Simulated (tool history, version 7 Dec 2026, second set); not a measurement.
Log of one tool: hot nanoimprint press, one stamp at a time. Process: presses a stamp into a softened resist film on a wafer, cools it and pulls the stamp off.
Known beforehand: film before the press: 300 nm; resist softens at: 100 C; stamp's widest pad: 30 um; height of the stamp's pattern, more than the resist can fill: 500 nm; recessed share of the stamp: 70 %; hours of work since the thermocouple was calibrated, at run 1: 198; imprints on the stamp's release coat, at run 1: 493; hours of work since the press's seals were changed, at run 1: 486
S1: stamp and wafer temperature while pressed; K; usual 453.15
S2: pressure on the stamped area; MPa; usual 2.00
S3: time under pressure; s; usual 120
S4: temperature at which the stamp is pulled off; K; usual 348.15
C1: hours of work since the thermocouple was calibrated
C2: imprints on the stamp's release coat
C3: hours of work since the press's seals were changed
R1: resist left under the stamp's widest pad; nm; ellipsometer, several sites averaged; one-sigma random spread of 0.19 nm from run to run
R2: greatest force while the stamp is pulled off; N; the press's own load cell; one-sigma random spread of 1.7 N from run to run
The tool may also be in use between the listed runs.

run   hour      S1    S2   S3      S4   C1   C2   C3     R1   R2
  1    0.0  453.15  2.00  120  348.15  198  493  486  149.4  124
  2   29.0  453.15  2.00  120  348.15  213  558  501  149.6  127
  3   46.1  453.15  2.00  120  348.15  221  595  510  149.7  131
  4   60.6  453.15  2.00  120  348.15  229  627  517  149.3  128
  5   82.0  453.15  2.00  120  347.15  240  675  528  149.6  139
  6   97.7  453.15  2.00  120  347.15  248  710  536  149.6  136
  7  115.1  453.15  2.00  120  347.15  257  748  545  149.1  139
  8  144.3  453.15  2.00  120  347.15  272  813  560  149.0  140
     167.5  -- press's hydraulic seals changed and the load cell set to zero
  9  174.1  453.15  2.00  120  347.15  283  861    3  147.7  140
 10  207.3  453.15  2.00  120  347.15  300  934   21  147.6  143
     215.3  -- stamp cleaned and given a new release coat
 11  228.4  453.15  2.00  120  347.15  308   29   28  147.7  111
 12  260.4  453.15  1.92  120  348.15  325  100   45  150.5  110
 13  286.5  453.15  2.00  120  348.15  338  157   58  147.4  110
 14  320.4  453.15  2.00  120  348.15  356  232   76  147.0  116
 15  344.9  456.15  2.00  120  348.15  368  287   88  134.3  118
 16  369.6  456.15  2.11  120  343.15  381  341  101  131.0  123
 17  391.0  456.15  2.38  176  341.15  392  389  112  106.1  131
 18  425.7  446.15  2.38  176  350.15  410  466  130  148.3  122
     448.1  -- plate thermocouple calibrated
 19  458.6  453.15  2.00  120  335.15    5  532  145  150.3  145
 20  486.8  453.15  2.00  206  347.15   20  594  160  123.2  132
 21  516.0  456.15  1.40   87  350.15   35  659  175  177.7  129
 22  545.6  455.15  2.24  146  348.15   50  724  190  124.4  137
 23  561.3  462.15  2.04  146  347.15   58  759  198  104.4  135
 24  577.9  453.15  2.85  120  348.15   67  796  207  127.3  139
 25  598.8  453.15  2.85  120  348.15   78  842  218  127.3  139
 26  629.8  453.15  2.00  120  355.15   94  911  234  149.6  134
     649.2  -- stamp cleaned and given a new release coat
 27  667.5  453.15  2.00  120  355.15  110   41  250  149.3  102
 28  681.5  441.15  2.00  120  355.15  117   72  257  208.8  106
 29  710.2  462.15  2.00  223  348.15  132  135  272   88.2  112

Branching from run 29: 5 alternative next runs. What would each branch give?
  A  741.0  462.15  1.98   63  342.15  148  203  288   ?   ?
  B  741.0  457.15  2.00  223  348.15  148  203  288   ?   ?
  C  741.0  455.15  1.43  120  348.15  148  203  288   ?   ?
  D  741.0  462.15  2.97   93  339.15  148  203  288   ?   ?
  E  741.0  461.15  3.11  223  348.15  148  203  288   ?   ?

run     R1   R2
  A  145.0  121
  B  104.1  114
  C  162.0  116
  D  103.0  124
  E   72.3  115
Without the tool's unlogged condition, the same runs would have read:
run     R1   R2
  A  144.8  114
  B  103.9  107
  C  162.0  109
  D  102.5  116
  E   71.9  108
